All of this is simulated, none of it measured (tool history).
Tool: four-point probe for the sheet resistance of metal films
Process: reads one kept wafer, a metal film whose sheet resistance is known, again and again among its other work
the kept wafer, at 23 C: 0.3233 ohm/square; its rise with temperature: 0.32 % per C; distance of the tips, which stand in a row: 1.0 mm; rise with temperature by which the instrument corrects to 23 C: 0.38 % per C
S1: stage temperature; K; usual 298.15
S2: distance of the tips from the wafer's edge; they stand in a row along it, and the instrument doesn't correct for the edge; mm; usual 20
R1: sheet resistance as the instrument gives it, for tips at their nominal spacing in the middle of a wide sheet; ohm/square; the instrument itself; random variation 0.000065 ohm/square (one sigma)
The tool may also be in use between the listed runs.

| run | hour | S1 | S2 | R1 |
|---|---|---|---|---|
| 1 | 0 | 298.15 | 20 | 0.322842 |
| 2 | 30.2 | 298.15 | 20 | 0.323058 |
| 3 | 84.7 | 298.15 | 20 | 0.322865 |
| 4 | 118.3 | 298.15 | 20 | 0.323021 |
| 5 | 154.5 | 298.15 | 20 | 0.322953 |
| 6 | 211.7 | 298.15 | 20 | 0.322951 |
| 7 | 268 | 298.15 | 20 | 0.322863 |
| 8 | 324.9 | 298.15 | 20 | 0.322838 |
| 9 | 355.1 | 298.15 | 20 | 0.322717 |
| 10 | 413.4 | 298.15 | 20 | 0.32271 |
| 11 | 445 | 298.15 | 20 | 0.322676 |
| 12 | 516.3 | 298.15 | 20 | 0.322651 |
| 13 | 585.8 | 298.15 | 20 | 0.322616 |
|  | 594 | stage's thermometer calibrated |
| 14 | 655.7 | 298.15 | 14 | 0.3239 |
| 15 | 718.6 | 298.15 | 14 | 0.323694 |
| 16 | 767.4 | 292.15 | 8 | 0.326596 |
| 17 | 832.6 | 298.15 | 15 | 0.323593 |
| 18 | 870 | 306.15 | 7 | 0.32478 |
| 19 | 936.1 | 293.15 | 51 | 0.323604 |
| 20 | 976.5 | 293.15 | 51 | 0.323533 |
| 21 | 1039 | 293.15 | 51 | 0.323474 |
| 22 | 1100.1 | 295.15 | 43 | 0.323298 |
| 23 | 1156.5 | 292.15 | 5 | 0.330409 |
| 24 | 1187.1 | 307.15 | 4 | 0.33147 |
| 25 | 1220.1 | 298.15 | 4 | 0.333092 |
| 26 | 1264.5 | 298.15 | 4 | 0.332963 |
| 27 | 1318.5 | 302.15 | 5 | 0.328507 |
| 28 | 1371.6 | 307.15 | 47 | 0.320955 |
| 29 | 1412.6 | 300.15 | 6 | 0.326762 |

Forecast each of these 4 alternatives for the next run:
| A | 1463.8 | 295.15 | 6 | ? |
| B | 1463.8 | 307.15 | 6 | ? |
| C | 1463.8 | 307.15 | 27 | ? |
| D | 1463.8 | 297.15 | 19 | ? |

| run | R1 |
|---|---|
| A | 0.327611 |
| B | 0.325485 |
| C | 0.321097 |
| D | 0.322958 |
Without the tool's hidden state the same runs would have given:
| run | R1 |
|---|---|
| A | 0.328226 |
| B | 0.326091 |
| C | 0.321696 |
| D | 0.323564 |
